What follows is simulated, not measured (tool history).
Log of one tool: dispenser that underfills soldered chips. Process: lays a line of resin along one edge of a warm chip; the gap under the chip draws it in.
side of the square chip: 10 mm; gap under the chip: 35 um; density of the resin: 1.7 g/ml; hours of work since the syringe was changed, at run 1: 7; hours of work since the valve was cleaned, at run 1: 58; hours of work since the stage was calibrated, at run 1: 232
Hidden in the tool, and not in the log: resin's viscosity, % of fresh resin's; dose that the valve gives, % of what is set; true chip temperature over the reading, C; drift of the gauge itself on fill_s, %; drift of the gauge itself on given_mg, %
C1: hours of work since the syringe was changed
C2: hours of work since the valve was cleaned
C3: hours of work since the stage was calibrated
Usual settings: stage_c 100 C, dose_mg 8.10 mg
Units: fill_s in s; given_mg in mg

Run 1, day 0.000: usual settings; C1 7; C2 58; C3 232. Result: fill_s 117.0 s, given_mg 7.91 mg.
At day 0.062: new syringe of resin.
At day 0.300: dispensing valve cleaned and set on the balance.
Run 2, day 0.304: usual settings; C1 3; C2 0; C3 236. Result: fill_s 84.1 s, given_mg 8.12 mg.
Run 3, day 0.504: usual settings but dose_mg 8.36 mg; C1 6; C2 3; C3 239. Result: fill_s 107.4 s, given_mg 8.37 mg.
At day 0.646: new syringe of resin.
Run 4, day 0.696: usual settings; C1 1; C2 6; C3 242. Result: fill_s 71.9 s, given_mg 8.10 mg.
Run 5, day 0.942: usual settings; C1 5; C2 10; C3 246. Result: fill_s 96.6 s, given_mg 8.13 mg.
At day 1.167: new syringe of resin.
Run 6, day 1.179: usual settings but stage_c 106 C; C1 0; C2 13; C3 249. Result: fill_s 57.8 s, given_mg 8.08 mg.
Run 7, day 1.492: usual settings but stage_c 106 C; C1 5; C2 18; C3 254. Result: fill_s 82.1 s, given_mg 8.11 mg.
At day 1.692: new syringe of resin.
Run 8, day 1.692: usual settings but stage_c 112 C; C1 0; C2 21; C3 257. Result: fill_s 47.1 s, given_mg 8.07 mg.
Run 9, day 1.967: usual settings but stage_c 97 C; C1 4; C2 25; C3 261. Result: fill_s 101.7 s, given_mg 8.04 mg.
At day 2.221: new syringe of resin.
Run 10, day 2.275: usual settings but stage_c 97 C; C1 1; C2 30; C3 266. Result: fill_s 77.4 s, given_mg 8.02 mg.
Run 11, day 2.483: usual settings but stage_c 112 C, dose_mg 7.68 mg; C1 4; C2 33; C3 269. Result: fill_s 62.8 s, given_mg 7.62 mg.
Run 12, day 2.650: usual settings but stage_c 112 C, dose_mg 10.23 mg; C1 7; C2 35; C3 272. Result: fill_s 71.0 s, given_mg 10.10 mg.
At day 2.754: new syringe of resin.
Run 13, day 2.921: usual settings but stage_c 97 C, dose_mg 8.26 mg; C1 3; C2 39; C3 276. Result: fill_s 90.6 s, given_mg 8.09 mg.
Run 14, day 3.233: usual settings but stage_c 112 C; C1 7; C2 44; C3 280. Result: fill_s 80.8 s, given_mg 7.92 mg.
At day 3.271: new syringe of resin.
Run 15, day 3.617: usual settings but stage_c 88 C, dose_mg 9.65 mg; C1 5; C2 50; C3 286. Result: fill_s 143.5 s, given_mg 9.47 mg.
At day 3.792: new syringe of resin.
Run 16, day 3.900: usual settings but stage_c 88 C, dose_mg 9.65 mg; C1 2; C2 54; C3 290. Result: fill_s 107.9 s, given_mg 9.43 mg.
Run 17, day 4.171: usual settings but stage_c 88 C, dose_mg 9.65 mg; C1 6; C2 58; C3 294. Result: fill_s 145.7 s, given_mg 9.39 mg.
At day 4.308: new syringe of resin.
At day 4.438: dispensing valve cleaned and set on the balance.
Run 18, day 4.612: usual settings but stage_c 109 C; C1 4; C2 3; C3 300. Result: fill_s 69.4 s, given_mg 8.10 mg.
At day 4.879: new syringe of resin.
Run 19, day 4.879: usual settings but stage_c 93 C, dose_mg 6.91 mg; C1 0; C2 7; C3 304. Result: fill_s 88.2 s, given_mg 6.87 mg.

5 ways to go on from here, each from the tool as it stands after run 19. What would each give?
Run A, day 5.129: usual settings but stage_c 102 C, dose_mg 10.02 mg; C1 4; C2 10; C3 308. Result: fill_s ?, given_mg ?.
Run B, day 5.129: usual settings but stage_c 105 C, dose_mg 9.47 mg; C1 4; C2 10; C3 308. Result: fill_s ?, given_mg ?.
Run C, day 5.129: usual settings but dose_mg 6.91 mg; C1 4; C2 10; C3 308. Result: fill_s ?, given_mg ?.
Run D, day 5.129: usual settings but stage_c 89 C, dose_mg 8.32 mg; C1 4; C2 10; C3 308. Result: fill_s ?, given_mg ?.
Run E, day 5.129: usual settings but stage_c 114 C, dose_mg 8.23 mg; C1 4; C2 10; C3 308. Result: fill_s ?, given_mg ?.

run  fill_s  given_mg
  A    79.1      9.95
  B    73.3      9.45
  C    93.6      6.86
  D   124.5      8.25
  E    58.6      8.18
Without the tool's hidden state the same runs would have given:
run  fill_s  given_mg
  A    61.9     10.01
  B    57.2      9.50
  C    73.2      6.90
  D    97.5      8.30
  E    45.7      8.23

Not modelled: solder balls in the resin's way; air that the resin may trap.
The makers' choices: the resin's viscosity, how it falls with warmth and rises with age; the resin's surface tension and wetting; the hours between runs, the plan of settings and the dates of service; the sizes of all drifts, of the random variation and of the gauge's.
